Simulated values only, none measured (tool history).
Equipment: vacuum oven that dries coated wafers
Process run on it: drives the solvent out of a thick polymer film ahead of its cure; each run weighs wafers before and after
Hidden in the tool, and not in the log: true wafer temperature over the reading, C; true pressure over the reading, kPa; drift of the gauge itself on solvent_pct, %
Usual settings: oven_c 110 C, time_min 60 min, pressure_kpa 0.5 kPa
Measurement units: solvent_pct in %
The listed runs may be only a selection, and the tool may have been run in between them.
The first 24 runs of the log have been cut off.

run	hour	oven_c	time_min	pressure_kpa	hours of work since the thermocouples were calibrated	hours of work since the vacuum gauge was cleaned of residue	solvent_pct
25	243.4	115	47	0.269	706	104	2.19
26	258.3	115	47	0.269	712	110	2.17
27	267.3	115	47	0.269	715	114	2.25
28	281.7	115	58	1.941	721	119	2.5
29	297.2	116	78	0.5	727	126	0.81
30	307.8	116	78	0.5	732	130	0.86
31	320.6	100	55	0.415	737	135	5.04
32	328.5	107	89	1.528	740	138	2.26
33	339.8	114	77	0.46	745	143	0.98
34	352.2	114	77	0.46	750	148	0.99
35	367.7	114	77	0.46	756	154	1.02
36	379.4	110	31	0.671	760	159	5.77
37	391.7	110	88	0.5	765	164	1.09
38	405.4	99	73	0.5	771	169	3.84
39	415.3	122	73	1.111	775	173	0.81
40	428	95	60	0.5	780	178	6.1
41	443.3	110	58	0.469	786	185	2.44
42	453.2	110	58	0.469	790	189	2.44
43	459.7	110	58	0.469	793	191	2.42

3 options for the next run, each taken on its own from the tool as it stands now. Forecast them:
A	475.5	110	87	0.5	799	198	?
B	475.5	110	58	1.182	799	198	?
C	475.5	109	60	0.5	799	198	?

run	solvent_pct
A	1.24
B	2.96
C	2.56
Without the tool's hidden state the same runs would have given:
run	solvent_pct
A	1.07
B	2.73
C	2.33
